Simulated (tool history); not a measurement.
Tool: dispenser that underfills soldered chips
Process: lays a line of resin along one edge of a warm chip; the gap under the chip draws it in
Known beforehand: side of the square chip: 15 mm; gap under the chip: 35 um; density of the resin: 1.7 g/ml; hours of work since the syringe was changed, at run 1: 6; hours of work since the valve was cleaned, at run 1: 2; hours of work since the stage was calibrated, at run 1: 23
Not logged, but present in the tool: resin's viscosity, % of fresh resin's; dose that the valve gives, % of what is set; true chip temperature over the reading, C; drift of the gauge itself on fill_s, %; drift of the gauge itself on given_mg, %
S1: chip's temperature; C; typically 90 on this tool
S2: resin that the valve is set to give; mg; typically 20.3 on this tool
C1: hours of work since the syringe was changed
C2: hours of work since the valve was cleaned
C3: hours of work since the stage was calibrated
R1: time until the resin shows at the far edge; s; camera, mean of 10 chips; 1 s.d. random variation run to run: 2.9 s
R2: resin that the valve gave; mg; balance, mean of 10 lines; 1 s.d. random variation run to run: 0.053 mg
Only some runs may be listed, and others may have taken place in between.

{"run": 1, "day": 0.0, "S1": 90, "S2": 20.3, "C1": 6, "C2": 2, "C3": 23, "R1": 453.2, "R2": 20.26}
{"day": 0.062, "done": "new syringe of resin"}
{"run": 2, "day": 0.154, "S1": 90, "S2": 20.3, "C1": 2, "C2": 5, "C3": 26, "R1": 329.3, "R2": 20.14}
{"day": 0.429, "done": "new syringe of resin"}
{"run": 3, "day": 0.442, "S1": 90, "S2": 20.3, "C1": 0, "C2": 10, "C3": 31, "R1": 298.1, "R2": 20.03}
{"run": 4, "day": 0.65, "S1": 90, "S2": 20.3, "C1": 4, "C2": 14, "C3": 35, "R1": 393.8, "R2": 20.01}
{"day": 0.8, "done": "new syringe of resin"}
{"run": 5, "day": 0.871, "S1": 90, "S2": 20.3, "C1": 1, "C2": 18, "C3": 39, "R1": 318.7, "R2": 19.95}
{"run": 6, "day": 1.088, "S1": 78, "S2": 21.6, "C1": 5, "C2": 22, "C3": 43, "R1": 735.4, "R2": 21.16}
{"day": 1.171, "done": "new syringe of resin"}
{"run": 7, "day": 1.329, "S1": 90, "S2": 19.3, "C1": 3, "C2": 26, "C3": 47, "R1": 361.2, "R2": 18.83}
{"day": 1.533, "done": "new syringe of resin"}
{"run": 8, "day": 1.6, "S1": 90, "S2": 19.3, "C1": 1, "C2": 31, "C3": 52, "R1": 318.3, "R2": 18.79}
{"run": 9, "day": 1.796, "S1": 83, "S2": 20.9, "C1": 5, "C2": 35, "C3": 55, "R1": 563.2, "R2": 20.2}
{"day": 1.908, "done": "new syringe of resin"}
{"run": 10, "day": 2.117, "S1": 79, "S2": 23.9, "C1": 4, "C2": 40, "C3": 61, "R1": 606.4, "R2": 23.07}

5 ways to go on from here, each from the tool as it stands after run 10. What would each give?
{"day": 2.267, "done": "new syringe of resin"}
{"run": "A", "day": 2.412, "S1": 92, "S2": 18.5, "C1": 3, "C2": 45, "C3": 66, "R1": "?", "R2": "?"}
{"day": 2.267, "done": "new syringe of resin"}
{"run": "B", "day": 2.412, "S1": 101, "S2": 19.2, "C1": 3, "C2": 45, "C3": 66, "R1": "?", "R2": "?"}
{"day": 2.267, "done": "new syringe of resin"}
{"run": "C", "day": 2.412, "S1": 83, "S2": 20.8, "C1": 3, "C2": 45, "C3": 66, "R1": "?", "R2": "?"}
{"day": 2.267, "done": "new syringe of resin"}
{"run": "D", "day": 2.412, "S1": 98, "S2": 26.2, "C1": 3, "C2": 45, "C3": 66, "R1": "?", "R2": "?"}
{"day": 2.267, "done": "new syringe of resin"}
{"run": "E", "day": 2.412, "S1": 80, "S2": 18.1, "C1": 3, "C2": 45, "C3": 66, "R1": "?", "R2": "?"}

run=A R1=322.1 R2=17.77
run=B R1=228.1 R2=18.40
run=C R1=469.4 R2=19.95
run=D R1=246.5 R2=25.08
run=E R1=553.4 R2=17.36
The same runs, with their run-to-run variation unchanged, on a tool lacking any hidden condition would have given:
run=A R1=263.8 R2=18.52
run=B R1=187.1 R2=19.17
run=C R1=386.5 R2=20.79
run=D R1=203.8 R2=26.13
run=E R1=453.2 R2=18.09
